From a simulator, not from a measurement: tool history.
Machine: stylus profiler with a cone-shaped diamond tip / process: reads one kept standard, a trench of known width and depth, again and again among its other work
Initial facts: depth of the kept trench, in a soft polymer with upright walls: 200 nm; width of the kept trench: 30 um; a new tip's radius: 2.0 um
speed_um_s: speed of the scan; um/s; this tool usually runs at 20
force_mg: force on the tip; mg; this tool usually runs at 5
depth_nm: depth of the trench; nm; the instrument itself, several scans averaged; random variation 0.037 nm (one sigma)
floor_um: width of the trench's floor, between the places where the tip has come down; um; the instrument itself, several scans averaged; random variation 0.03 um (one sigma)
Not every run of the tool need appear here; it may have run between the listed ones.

run	hour	speed_um_s	force_mg	depth_nm	floor_um
1	0	20	5	205.19	28.23
2	12.5	20	5	205.2	28.18
3	19.2	20	5	205.25	28.21
4	32.8	7	5	205.24	28.13
5	42	20	5	205.28	28.17
6	56.2	20	5	205.23	28.23
7	69.4	20	5	205.2	28.18
8	82.2	65	4.06	204.45	28.03
9	92.3	55	3.23	203.93	28.04
10	102.5	25	3.14	203.78	28.22
11	112.2	64	3.48	204.03	28.1
12	118.9	64	3.48	204.08	28.07

5 ways to go on from here, each from the tool as it stands after run 12. What would each give?
A	130.5	61	5	?	?
B	130.5	20	4.88	?	?
C	130.5	34	5	?	?
D	130.5	11	1.9	?	?
E	130.5	7	3.06	?	?

run	depth_nm	floor_um
A	205.21	28.12
B	205.1	28.22
C	205.19	28.18
D	202.76	28.2
E	203.72	28.2
Stripped of hidden state, with their random variation kept, the same runs would have yielded:
run	depth_nm	floor_um
A	205.2	28.12
B	205.1	28.22
C	205.19	28.19
D	202.76	28.21
E	203.71	28.21
